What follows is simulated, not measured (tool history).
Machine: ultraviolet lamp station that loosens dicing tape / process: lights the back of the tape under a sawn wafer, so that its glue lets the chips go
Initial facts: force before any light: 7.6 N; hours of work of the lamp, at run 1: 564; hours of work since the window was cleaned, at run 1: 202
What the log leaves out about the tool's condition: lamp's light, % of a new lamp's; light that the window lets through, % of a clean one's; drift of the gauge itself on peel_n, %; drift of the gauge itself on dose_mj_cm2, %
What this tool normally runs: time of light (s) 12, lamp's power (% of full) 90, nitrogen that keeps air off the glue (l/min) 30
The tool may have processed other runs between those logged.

| run | hour | time of light (s) | lamp's power (% of full) | nitrogen that keeps air off the glue (l/min) | hours of work of the lamp | hours of work since the window was cleaned | force that peels the tape off (N) | light that reached the tape (J/m2) |
|---|---|---|---|---|---|---|---|---|
| 1 | 0.0 | 12 | 90 | 30 | 564 | 202 | 0.680 | 3730 |
|  | 7.7 | window cleaned of glue's vapour |
| 2 | 44.0 | 12 | 90 | 30 | 595 | 26 | 0.864 | 3340 |
| 3 | 111.1 | 12 | 90 | 30 | 644 | 75 | 0.939 | 3170 |
|  | 161.4 | window cleaned of glue's vapour, once more |
| 4 | 161.4 | 15 | 90 | 30 | 681 | 0 | 0.319 | 5070 |
| 5 | 201.2 | 12 | 90 | 30 | 710 | 29 | 0.590 | 3980 |
| 6 | 276.1 | 12 | 90 | 30 | 764 | 84 | 0.662 | 3810 |
| 7 | 312.5 | 12 | 90 | 30 | 791 | 110 | 0.658 | 3730 |
| 8 | 364.8 | 7 | 90 | 30 | 829 | 148 | 1.837 | 2130 |
|  | 445.9 | window cleaned of glue's vapour |
| 9 | 447.9 | 7 | 85 | 30 | 889 | 1 | 1.844 | 2120 |
| 10 | 524.9 | 7 | 91 | 30 | 945 | 58 | 1.874 | 2150 |
| 11 | 586.3 | 7 | 91 | 30 | 990 | 102 | 1.932 | 2080 |
| 12 | 641.2 | 7 | 91 | 30 | 1030 | 142 | 2.036 | 1990 |
| 13 | 701.8 | 7 | 91 | 30 | 1074 | 187 | 2.111 | 1940 |
|  | 734.0 | window cleaned of glue's vapour |
| 14 | 756.8 | 7 | 91 | 30 | 1114 | 17 | 1.885 | 2050 |
| 15 | 794.3 | 12 | 98 | 30 | 1141 | 44 | 0.668 | 3810 |
| 16 | 870.3 | 13 | 76 | 52 | 1197 | 99 | 0.774 | 3030 |
| 17 | 952.9 | 13 | 76 | 52 | 1257 | 160 | 0.863 | 2820 |
| 18 | 998.0 | 20 | 61 | 10 | 1290 | 193 | 1.622 | 3340 |
|  | 1021.5 | window cleaned of glue's vapour |
| 19 | 1045.1 | 13 | 61 | 10 | 1324 | 17 | 2.441 | 2430 |
| 20 | 1096.3 | 13 | 77 | 23 | 1361 | 55 | 1.236 | 2970 |
|  | 1111.3 | lamp changed |
| 21 | 1160.7 | 13 | 77 | 23 | 36 | 101 | 0.602 | 4210 |
| 22 | 1228.8 | 16 | 88 | 20 | 86 | 150 | 0.315 | 5710 |
| 23 | 1281.5 | 12 | 63 | 22 | 124 | 189 | 1.259 | 2970 |

3 ways to go on from here, each from the tool as it stands after run 23. What would each give?
|  | 1307.6 | window cleaned of glue's vapour |
| A | 1367.4 | 12 | 76 | 33 | 186 | 44 | ? | ? |
|  | 1307.6 | window cleaned of glue's vapour |
| B | 1367.4 | 18 | 90 | 30 | 186 | 44 | ? | ? |
|  | 1307.6 | window cleaned of glue's vapour |
| C | 1367.4 | 9 | 63 | 16 | 186 | 44 | ? | ? |

| run | force that peels the tape off (N) | light that reached the tape (J/m2) |
|---|---|---|
| A | 0.588 | 3850 |
| B | 0.149 | 6770 |
| C | 2.100 | 2370 |
Had the tool no hidden state, the same runs would have come out as:
| run | force that peels the tape off (N) | light that reached the tape (J/m2) |
|---|---|---|
| A | 0.499 | 4120 |
| B | 0.128 | 7260 |
| C | 1.919 | 2540 |
